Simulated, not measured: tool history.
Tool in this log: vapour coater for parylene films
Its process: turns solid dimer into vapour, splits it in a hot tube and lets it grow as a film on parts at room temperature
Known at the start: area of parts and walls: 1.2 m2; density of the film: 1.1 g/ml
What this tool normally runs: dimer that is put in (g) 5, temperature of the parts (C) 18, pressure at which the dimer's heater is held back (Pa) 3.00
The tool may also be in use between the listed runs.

run	hour	dimer that is put in (g)	temperature of the parts (C)	pressure at which the dimer's heater is held back (Pa)	thickness of the film (um)
1	0.0	5	18	3.00	2.812
2	13.7	7	18	3.00	3.914
3	28.3	5	18	8.49	2.196
4	36.6	5	18	8.49	2.207
5	44.7	5	18	8.49	2.202
6	57.7	5	18	8.49	2.209
7	65.4	2	18	8.49	0.873
8	79.5	2	18	8.49	0.871
9	99.2	7	18	3.00	3.812
10	113.2	7	18	3.00	3.770
11	123.0	7	13	11.65	3.128
12	130.0	5	27	4.19	2.020
13	139.2	5	18	3.00	2.680
14	151.0	9	11	11.67	4.453
15	166.6	6	17	10.66	2.617
16	175.4	5	13	3.05	3.188
17	191.0	5	18	3.00	2.825
18	198.1	2	18	3.00	1.132

Removed from this log: 2 entries logged between the listed runs. Between which two listed runs does each belong, and how does the tool's hidden state at the listed run before it compare with that at the listed run after it?
After run 8, before run 9: trap's valve overhauled (hour 84.3)
  vapour lost through the trap's worn valve, %: 3.7 -> 5.3
  measured value less the no-hidden-state value, thickness of the film (um): -0.039 -> -0.236
After run 13, before run 14: trap's valve overhauled, once more (hour 147.9)
  vapour lost through the trap's worn valve, %: 6 -> 0.3
  measured value less the no-hidden-state value, thickness of the film (um): -0.190 -> -0.042

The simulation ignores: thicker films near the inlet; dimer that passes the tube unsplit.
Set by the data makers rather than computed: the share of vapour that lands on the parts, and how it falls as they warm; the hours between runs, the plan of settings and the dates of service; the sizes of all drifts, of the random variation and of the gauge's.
